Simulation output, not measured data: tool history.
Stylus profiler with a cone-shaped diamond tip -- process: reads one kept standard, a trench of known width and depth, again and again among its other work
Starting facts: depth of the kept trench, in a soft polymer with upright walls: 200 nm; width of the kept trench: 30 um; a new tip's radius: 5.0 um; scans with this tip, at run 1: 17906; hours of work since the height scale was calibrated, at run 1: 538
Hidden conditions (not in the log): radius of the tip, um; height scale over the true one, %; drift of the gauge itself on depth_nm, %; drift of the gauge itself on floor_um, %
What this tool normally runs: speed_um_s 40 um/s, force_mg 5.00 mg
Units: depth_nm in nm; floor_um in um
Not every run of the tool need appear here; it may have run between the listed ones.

run,day,speed_um_s,force_mg,scans with this tip,hours of work since the height scale was calibrated,depth_nm,floor_um
1,0.000,40,5.00,17906,538,201.96,26.05
2,2.346,40,5.00,18356,580,201.97,26.04
3,4.550,40,5.00,18779,621,202.09,25.95
4,6.012,11,5.00,19059,647,201.83,26.06
# day 6.788: new tip fitted, height scale calibrated
5,9.075,11,5.00,438,42,202.36,27.16
6,10.908,56,6.82,790,75,202.81,27.03
7,12.379,56,6.82,1073,102,202.78,27.03
8,14.425,56,6.82,1465,139,202.67,26.97
9,16.738,20,2.69,1909,182,201.48,26.99
10,18.212,20,2.69,2191,209,201.25,26.97

Each row is a separate what-if for the run after 10, all from the same tool condition, not one after another. Results?
A,19.992,35,2.51,2533,241,?,?
B,19.992,20,1.95,2533,241,?,?
C,19.992,20,3.93,2533,241,?,?
D,19.992,20,3.39,2533,241,?,?
E,19.992,49,9.23,2533,241,?,?

run,depth_nm,floor_um
A,201.30,26.94
B,201.07,26.95
C,201.88,26.98
D,201.66,26.92
E,203.40,26.92
Without the tool's hidden state the same runs would have given:
run,depth_nm,floor_um
A,201.48,27.10
B,201.26,27.11
C,202.07,27.14
D,201.84,27.09
E,203.58,27.09
